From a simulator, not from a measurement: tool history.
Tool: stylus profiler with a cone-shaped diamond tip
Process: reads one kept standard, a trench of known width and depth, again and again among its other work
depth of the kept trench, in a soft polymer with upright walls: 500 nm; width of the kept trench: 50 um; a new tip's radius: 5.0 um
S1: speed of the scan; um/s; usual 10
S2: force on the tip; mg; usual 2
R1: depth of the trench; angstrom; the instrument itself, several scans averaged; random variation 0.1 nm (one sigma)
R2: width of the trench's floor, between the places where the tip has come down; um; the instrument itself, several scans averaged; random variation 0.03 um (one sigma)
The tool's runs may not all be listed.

run      day  S1    S2      R1     R2
  1        0  10     2  5074.7  44.91
  2    4.896  35     2  5075.4  44.56
  3    7.138  14     2  5075.6  44.54
  4   10.204  14     2    5076  44.44
  5   13.521  10     2  5076.8  44.26
  6   17.954   9     2  5079.7  44.14
  7   20.712   9     2  5077.8  44.01
  8   23.362   9     2  5077.8  43.89
      27.533  -- new tip fitted, height scale calibrated
  9   28.492   9     2    5071  45.55
 10   30.912   9     2  5071.5  45.38
 11   34.583  10     2    5071   45.2
 12   38.629  10  2.86  5092.8  45.01
 13   42.258  10  0.87    5041  44.79
 14   45.912   9     2  5074.7  44.63
 15   49.988  10  2.42    5085  44.44
 16   53.862  10     2  5076.5   44.3
 17   58.717  10  4.47  5128.7  44.08
 18   62.196  10  4.47  5128.8  43.92
      66.967  -- new tip fitted, height scale calibrated
 19   66.971  10  4.47  5123.5  45.51
 20   70.108  10  4.47  5123.4  45.43
 21   72.888  10  4.47  5124.8  45.25
 22   75.446  10  4.89  5132.5  45.13
 23   77.888   2     2  5075.4  45.01
 24     80.6   3  1.62  5064.9  44.91
 25   83.979  12     2    5076  44.71
 26   88.304   3   0.8  5043.6  44.48
 27   90.679   3   0.8  5044.8  44.42
 28   94.596  17  3.08  5104.2   44.2
      95.054  -- height scale calibrated on a step standard
 29   99.829   5  0.85  5051.6  44.01
 30  104.321   2  1.25  5064.4  43.82
     106.554  -- new tip fitted, height scale calibrated
 31  106.658   2  1.25  5050.2   45.7
     111.542  -- height scale calibrated on a step standard, once more
 32  111.983   8  3.74  5107.8  45.35
 33  114.658   4  3.74  5107.4  45.26
 34  116.892   4  5.09  5135.2  45.24
 35  120.621   4  5.09  5134.8  44.99
 36  123.867   4  5.09  5135.3  44.79
 37  126.254   5  1.38  5056.9  44.72
 38  129.438  28  2.79  5091.6  44.41
 39  133.992  28  2.79  5093.7  44.29
 40  138.667   3  4.08    5119  44.17
 41   141.35  11  2.21  5081.2  44.04
 42  144.371   3  3.45  5108.9  43.96
     146.329  -- new tip fitted, height scale calibrated
 43  147.975  10  0.91  5041.2  45.42
 44  153.133  10  5.74  5145.6  45.21
 45  156.808  13  0.91  5043.8  44.96
 46    160.8  13  0.91  5044.1  44.76

Forecast each of these 3 alternatives for the next run:
  A  165.717   6  1.69   ?   ?
  B  165.717  13  3.42   ?   ?
  C  165.717  13  1.01   ?   ?

run      R1     R2
  A  5067.9  44.59
  B  5106.1   44.6
  C  5049.5  44.52
Without the tool's hidden state the same runs would have given:
run      R1     R2
  A  5064.7   45.6
  B  5102.9  45.61
  C  5046.4  45.52
